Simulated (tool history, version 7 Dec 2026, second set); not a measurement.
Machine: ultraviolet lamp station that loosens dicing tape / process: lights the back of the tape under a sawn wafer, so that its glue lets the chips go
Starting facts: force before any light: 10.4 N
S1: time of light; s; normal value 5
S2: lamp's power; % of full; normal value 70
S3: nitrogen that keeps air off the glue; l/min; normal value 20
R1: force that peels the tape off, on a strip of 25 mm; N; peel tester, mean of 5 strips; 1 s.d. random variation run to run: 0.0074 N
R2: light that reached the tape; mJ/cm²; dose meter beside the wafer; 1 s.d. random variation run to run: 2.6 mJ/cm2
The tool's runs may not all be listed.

run 1 hour=0.0 | S1=5 S2=70 S3=20 | R1=0.576 R2=261
-- hour=56.4 lamp changed
run 2 hour=71.8 | S1=5 S2=70 S3=20 | R1=0.318 R2=337
run 3 hour=114.2 | S1=5 S2=77 S3=20 | R1=0.246 R2=361
run 4 hour=182.1 | S1=5 S2=96 S3=20 | R1=0.145 R2=448
run 5 hour=225.4 | S1=5 S2=96 S3=20 | R1=0.140 R2=436
run 6 hour=310.8 | S1=5 S2=96 S3=20 | R1=0.152 R2=438
run 7 hour=393.3 | S1=6 S2=96 S3=20 | R1=0.117 R2=514
run 8 hour=467.2 | S1=6 S2=64 S3=20 | R1=0.302 R2=343
run 9 hour=522.0 | S1=6 S2=64 S3=20 | R1=0.300 R2=336
run 10 hour=614.9 | S1=6 S2=64 S3=20 | R1=0.323 R2=329
run 11 hour=667.5 | S1=5 S2=94 S3=6 | R1=0.746 R2=397
run 12 hour=718.9 | S1=5 S2=70 S3=10 | R1=0.913 R2=290
-- hour=754.7 window cleaned of glue's vapour
run 13 hour=792.5 | S1=5 S2=90 S3=10 | R1=0.385 R2=412
run 14 hour=887.5 | S1=5 S2=90 S3=10 | R1=0.404 R2=397
run 15 hour=960.9 | S1=5 S2=70 S3=10 | R1=0.836 R2=302
run 16 hour=1044.8 | S1=3 S2=66 S3=38 | R1=0.996 R2=168

Pick out some run-to-run changes in R1. Of each, how much would a tool without hidden state show as well, from the settings, what came in and chance, and how much is left for the hidden state and any gauge scatter not in both results compared?
Unlogged tool condition in this case: lamp's light, % of a new lamp's; light that the window lets through, % of a clean one's; drift of the gauge itself on peel_n, %; drift of the gauge itself on dose_mj_cm2, %.
Run 1 -> 2: lamp changed. R1 -0.258 N: hidden state -0.291, all else +0.033.
Run 12 -> 13: S2 70 -> 90, window cleaned of glue's vapour. R1 -0.528 N: hidden state -0.223, all else -0.305.
